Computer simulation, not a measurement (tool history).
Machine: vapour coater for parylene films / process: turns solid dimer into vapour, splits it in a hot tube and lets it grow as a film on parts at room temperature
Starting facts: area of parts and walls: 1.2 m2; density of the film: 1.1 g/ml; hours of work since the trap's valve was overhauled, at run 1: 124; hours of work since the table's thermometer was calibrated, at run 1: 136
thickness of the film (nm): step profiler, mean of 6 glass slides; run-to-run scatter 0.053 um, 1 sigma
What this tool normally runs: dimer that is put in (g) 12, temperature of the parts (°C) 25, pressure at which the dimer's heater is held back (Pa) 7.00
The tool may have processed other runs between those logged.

| run | hour | dimer that is put in (g) | temperature of the parts (°C) | pressure at which the dimer's heater is held back (Pa) | hours of work since the trap's valve was overhauled | hours of work since the table's thermometer was calibrated | thickness of the film (nm) |
|---|---|---|---|---|---|---|---|
| 1 | 0.0 | 12 | 25 | 7.00 | 124 | 136 | 6110 |
| 2 | 11.0 | 12 | 25 | 7.00 | 129 | 141 | 5970 |
| 3 | 21.6 | 12 | 25 | 4.92 | 134 | 146 | 6470 |
| 4 | 30.5 | 12 | 25 | 4.92 | 138 | 151 | 6570 |
| 5 | 38.1 | 12 | 25 | 4.92 | 142 | 154 | 6430 |
| 6 | 50.7 | 12 | 25 | 4.92 | 148 | 160 | 6460 |
| 7 | 60.1 | 12 | 30 | 7.00 | 152 | 165 | 4800 |
| 8 | 69.0 | 12 | 19 | 7.00 | 156 | 169 | 7700 |
| 9 | 80.2 | 12 | 19 | 7.00 | 162 | 174 | 7600 |
| 10 | 87.7 | 9 | 25 | 7.00 | 165 | 178 | 4400 |
| 11 | 97.6 | 12 | 25 | 7.00 | 170 | 183 | 5880 |
| 12 | 104.3 | 12 | 25 | 7.00 | 173 | 186 | 6000 |
| 13 | 112.5 | 12 | 25 | 2.31 | 177 | 190 | 7810 |
| 14 | 126.2 | 19 | 26 | 3.09 | 184 | 196 | 10960 |
| 15 | 138.1 | 21 | 25 | 3.82 | 189 | 202 | 11910 |
| 16 | 153.9 | 7 | 22 | 2.37 | 197 | 209 | 5100 |
| 17 | 161.1 | 7 | 22 | 2.37 | 200 | 213 | 5000 |
| 18 | 170.3 | 15 | 37 | 7.00 | 205 | 217 | 4490 |
| 19 | 176.7 | 15 | 34 | 7.00 | 208 | 220 | 5060 |
| 20 | 189.8 | 15 | 35 | 3.76 | 214 | 227 | 5600 |
| 21 | 199.9 | 19 | 35 | 6.83 | 219 | 231 | 6180 |
| 22 | 214.7 | 19 | 35 | 6.83 | 226 | 239 | 6150 |
| 23 | 222.1 | 13 | 23 | 2.82 | 230 | 242 | 8490 |
| 24 | 229.5 | 20 | 25 | 7.00 | 233 | 246 | 9800 |

Forecast each of these 3 alternatives for the next run:
| A | 244.1 | 13 | 25 | 7.00 | 240 | 253 | ? |
| B | 244.1 | 6 | 25 | 2.74 | 240 | 253 | ? |
| C | 244.1 | 20 | 30 | 7.00 | 240 | 253 | ? |

| run | thickness of the film (nm) |
|---|---|
| A | 6340 |
| B | 3600 |
| C | 7920 |
The same runs, with their run-to-run variation unchanged, on a tool lacking any hidden condition would have given:
| run | thickness of the film (nm) |
|---|---|
| A | 6650 |
| B | 3770 |
| C | 8300 |

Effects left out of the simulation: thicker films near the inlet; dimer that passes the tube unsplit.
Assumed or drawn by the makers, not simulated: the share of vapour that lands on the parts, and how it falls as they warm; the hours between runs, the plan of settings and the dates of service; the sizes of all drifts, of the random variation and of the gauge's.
